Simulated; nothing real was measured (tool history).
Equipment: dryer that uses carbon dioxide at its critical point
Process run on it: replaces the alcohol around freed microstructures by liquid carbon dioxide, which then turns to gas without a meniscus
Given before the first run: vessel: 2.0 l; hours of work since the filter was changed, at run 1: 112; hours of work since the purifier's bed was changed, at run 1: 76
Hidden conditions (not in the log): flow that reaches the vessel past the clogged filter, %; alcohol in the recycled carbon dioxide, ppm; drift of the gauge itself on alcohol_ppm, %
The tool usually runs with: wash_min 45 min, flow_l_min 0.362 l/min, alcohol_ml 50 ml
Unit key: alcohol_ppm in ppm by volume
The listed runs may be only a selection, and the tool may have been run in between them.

run,hour,wash_min,flow_l_min,alcohol_ml,hours of work since the filter was changed,hours of work since the purifier's bed was changed,alcohol_ppm
1,0.0,45,0.362,50,112,76,117
2,32.8,45,0.237,50,125,88,711
3,55.1,45,0.237,50,133,97,731
4,86.8,45,0.237,50,145,109,738
5,122.2,65,0.362,50,158,122,35
6,141.1,36,0.471,96,166,130,207

Estimate the outcome of run 7 from the log above:
7,168.3,33,0.610,28,176,140,?

{"run 7": {"alcohol_ppm": 52}}
With the hidden condition absent and the run-to-run variation left alone, this run would have shown alcohol_ppm 22 ppm by volume.
